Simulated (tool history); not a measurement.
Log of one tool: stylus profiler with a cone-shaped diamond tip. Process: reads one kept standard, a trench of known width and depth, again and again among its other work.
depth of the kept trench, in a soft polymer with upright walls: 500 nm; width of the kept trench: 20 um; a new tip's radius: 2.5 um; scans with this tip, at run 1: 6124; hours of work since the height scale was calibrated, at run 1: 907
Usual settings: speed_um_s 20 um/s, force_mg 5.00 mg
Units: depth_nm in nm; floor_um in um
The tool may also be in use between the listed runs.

run,hour,speed_um_s,force_mg,scans with this tip,hours of work since the height scale was calibrated,depth_nm,floor_um
1,0.0,20,5.00,6124,907,504.43,16.52
2,35.4,20,5.00,6279,930,504.43,16.55
3,66.4,20,5.00,6415,950,504.40,16.57
4,96.8,17,5.00,6547,970,504.09,16.57
5,131.4,17,5.00,6699,992,503.94,16.57
6,150.2,17,5.00,6781,1004,503.79,16.54
7,168.8,20,5.00,6863,1017,503.91,16.51
8,194.0,20,5.00,6973,1033,504.20,16.49
9,233.0,20,5.00,7143,1058,504.05,16.45
10,270.8,20,9.74,7309,1083,507.44,16.51
11,292.0,20,9.74,7401,1096,507.20,16.52
12,312.2,20,9.74,7490,1109,507.35,16.56
13,347.5,25,1.84,7644,1132,500.60,16.38
14,380.0,11,3.15,7787,1153,502.21,16.54
15,412.0,16,8.31,7926,1174,506.05,16.49
# hour 432.7: height scale calibrated on a step standard
16,448.9,63,5.00,8086,11,506.23,16.26
17,475.1,12,5.00,8200,27,506.55,16.52
18,508.2,72,7.05,8345,49,507.87,16.30
19,541.5,72,7.05,8491,71,508.09,16.16
20,565.6,72,3.21,8596,86,504.55,16.14
21,595.6,5,11.24,8728,106,511.16,16.51
22,617.3,6,11.24,8823,120,510.83,16.43
23,640.0,6,11.24,8922,134,510.82,16.46
24,672.0,6,11.24,9062,155,510.70,16.47

Forecast each of these 4 alternatives for the next run:
A,690.9,20,4.99,9145,167,?,?
B,690.9,33,5.29,9145,167,?,?
C,690.9,15,7.17,9145,167,?,?
D,690.9,9,5.00,9145,167,?,?

run,depth_nm,floor_um
A,506.13,16.37
B,506.61,16.34
C,507.90,16.48
D,506.18,16.40
Without the tool's hidden state the same runs would have given:
run,depth_nm,floor_um
A,506.41,16.90
B,506.88,16.87
C,508.17,17.01
D,506.46,16.93
